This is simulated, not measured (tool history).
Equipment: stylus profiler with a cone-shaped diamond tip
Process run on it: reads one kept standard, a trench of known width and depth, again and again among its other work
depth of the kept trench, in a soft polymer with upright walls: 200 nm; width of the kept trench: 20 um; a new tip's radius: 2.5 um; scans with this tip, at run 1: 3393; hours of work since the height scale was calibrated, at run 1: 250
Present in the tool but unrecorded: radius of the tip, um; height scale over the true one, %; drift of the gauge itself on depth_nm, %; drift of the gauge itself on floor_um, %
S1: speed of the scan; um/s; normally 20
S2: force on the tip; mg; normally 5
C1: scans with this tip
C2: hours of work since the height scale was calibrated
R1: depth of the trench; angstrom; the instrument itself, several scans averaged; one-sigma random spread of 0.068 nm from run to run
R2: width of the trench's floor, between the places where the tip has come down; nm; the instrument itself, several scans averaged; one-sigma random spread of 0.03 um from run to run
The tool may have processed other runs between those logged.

run    hour  S1     S2    C1   C2      R1     R2
  1       0  20      5  3393  250  2050.5  17490
  2    82.6  20   5.72  4002  295  2055.9  17470
  3   142.6  20   5.72  4445  328  2057.2  17400
  4   220.2  20   5.72  5017  370  2056.9  17310
  5     298  20   7.54  5591  413  2067.7  17260
  6   382.3  20   7.54  6213  458  2068.1  17210
  7   439.9  20   7.54  6639  490  2068.1  17120
  8   499.7  13   7.54  7080  522  2068.7  17080
  9   537.9  13   7.54  7362  543  2068.7  17090
 10     583  13   7.54  7694  568  2069.4  17040
      635.5  -- new tip fitted, height scale calibrated
 11   662.5  13   7.54   199   15  2065.9  17980
 12   706.8  11   7.54   526   39  2064.1  17860
 13   745.6  31      5   812   60  2050.9  17820
      752.8  -- height scale calibrated on a step standard
 14   818.7  31   7.41  1348   36  2065.9  17810
 15   887.7  12   9.93  1857   73  2079.4  17760
 16     959  34  10.87  2383  112  2084.4  17570
 17   994.3  75   1.91  2644  131  2027.5  17480
 18  1069.6   7   2.16  3200  172  2030.2  17550
     1123.8  -- height scale calibrated on a step standard, once more
 19  1123.8  43   4.94  3596    0  2048.6  17470
 20  1166.4   6   2.42  3911   23  2029.9  17440
 21  1212.8  16      5  4252   48  2048.8  17390
 22  1275.6  32   5.85  4716   83  2055.5  17300
 23  1329.4  16   9.45  5113  112  2075.7  17280
 24  1372.1  47  13.08  5428  135  2094.8  17250
 25  1453.1   8   2.79  6026  179  2034.3  17170
 26  1507.9  56   1.77  6430  209    2025  17000
 27  1573.5  54   1.77  6914  245    2025  16980

Forecast each of these 5 alternatives for the next run:
  A  1646.3  63  1.78  7451  284   ?   ?
  B  1646.3  24  2.66  7451  284   ?   ?
  C  1646.3  20  1.99  7451  284   ?   ?
  D  1646.3  20     5  7451  284   ?   ?
  E  1646.3   8  2.83  7451  284   ?   ?

run      R1     R2
  A  2026.4  16880
  B  2034.8  17070
  C  2027.5  17050
  D  2051.2  17040
  E  2036.1  17030
Had the tool no hidden state, the same runs would have come out as:
run      R1     R2
  A    2025  17850
  B  2033.5  18040
  C  2026.1  18020
  D  2049.8  18010
  E  2034.8  18000
